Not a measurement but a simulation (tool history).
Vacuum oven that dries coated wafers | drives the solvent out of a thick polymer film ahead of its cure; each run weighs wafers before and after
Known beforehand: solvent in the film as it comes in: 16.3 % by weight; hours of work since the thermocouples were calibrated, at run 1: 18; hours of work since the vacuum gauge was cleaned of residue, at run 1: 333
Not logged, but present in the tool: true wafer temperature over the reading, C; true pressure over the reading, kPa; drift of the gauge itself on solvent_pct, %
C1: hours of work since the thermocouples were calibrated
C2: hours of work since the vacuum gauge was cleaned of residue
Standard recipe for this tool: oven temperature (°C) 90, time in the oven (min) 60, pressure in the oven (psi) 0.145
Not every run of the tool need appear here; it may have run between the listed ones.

run 1 hour=0 | oven_temperature_(°C)=90 time_in_the_oven_(min)=60 pressure_in_the_oven_(psi)=0.145 | C1=18 C2=333 | solvent_left_in_the_film_(%)=1.55
run 2 hour=6.2 | oven_temperature_(°C)=90 time_in_the_oven_(min)=60 pressure_in_the_oven_(psi)=0.145 | C1=22 C2=337 | solvent_left_in_the_film_(%)=1.45
run 3 hour=11.5 | oven_temperature_(°C)=93 time_in_the_oven_(min)=60 pressure_in_the_oven_(psi)=0.145 | C1=26 C2=340 | solvent_left_in_the_film_(%)=1.22
run 4 hour=21.3 | oven_temperature_(°C)=93 time_in_the_oven_(min)=60 pressure_in_the_oven_(psi)=0.145 | C1=32 C2=347 | solvent_left_in_the_film_(%)=1.26
run 5 hour=30 | oven_temperature_(°C)=93 time_in_the_oven_(min)=60 pressure_in_the_oven_(psi)=0.145 | C1=38 C2=352 | solvent_left_in_the_film_(%)=1.16
run 6 hour=35.7 | oven_temperature_(°C)=90 time_in_the_oven_(min)=60 pressure_in_the_oven_(psi)=0.281 | C1=41 C2=356 | solvent_left_in_the_film_(%)=2.53
run 7 hour=42.7 | oven_temperature_(°C)=90 time_in_the_oven_(min)=60 pressure_in_the_oven_(psi)=0.281 | C1=46 C2=361 | solvent_left_in_the_film_(%)=2.43
run 8 hour=52 | oven_temperature_(°C)=90 time_in_the_oven_(min)=60 pressure_in_the_oven_(psi)=0.138 | C1=52 C2=367 | solvent_left_in_the_film_(%)=1.48
run 9 hour=59.9 | oven_temperature_(°C)=90 time_in_the_oven_(min)=60 pressure_in_the_oven_(psi)=0.145 | C1=57 C2=372 | solvent_left_in_the_film_(%)=1.66
run 10 hour=72.4 | oven_temperature_(°C)=90 time_in_the_oven_(min)=39 pressure_in_the_oven_(psi)=0.145 | C1=65 C2=380 | solvent_left_in_the_film_(%)=2.55

Estimate the outcome of run 11 from the log above:
run 11 hour=80.1 | oven_temperature_(°C)=90 time_in_the_oven_(min)=39 pressure_in_the_oven_(psi)=0.145 | C1=70 C2=385 | solvent_left_in_the_film_(%)=?

{"run 11": {"solvent left in the film (%)": 2.55}}
On a tool with no hidden condition, and with the same random variation, this run would have come out at solvent left in the film (%) 2.55.

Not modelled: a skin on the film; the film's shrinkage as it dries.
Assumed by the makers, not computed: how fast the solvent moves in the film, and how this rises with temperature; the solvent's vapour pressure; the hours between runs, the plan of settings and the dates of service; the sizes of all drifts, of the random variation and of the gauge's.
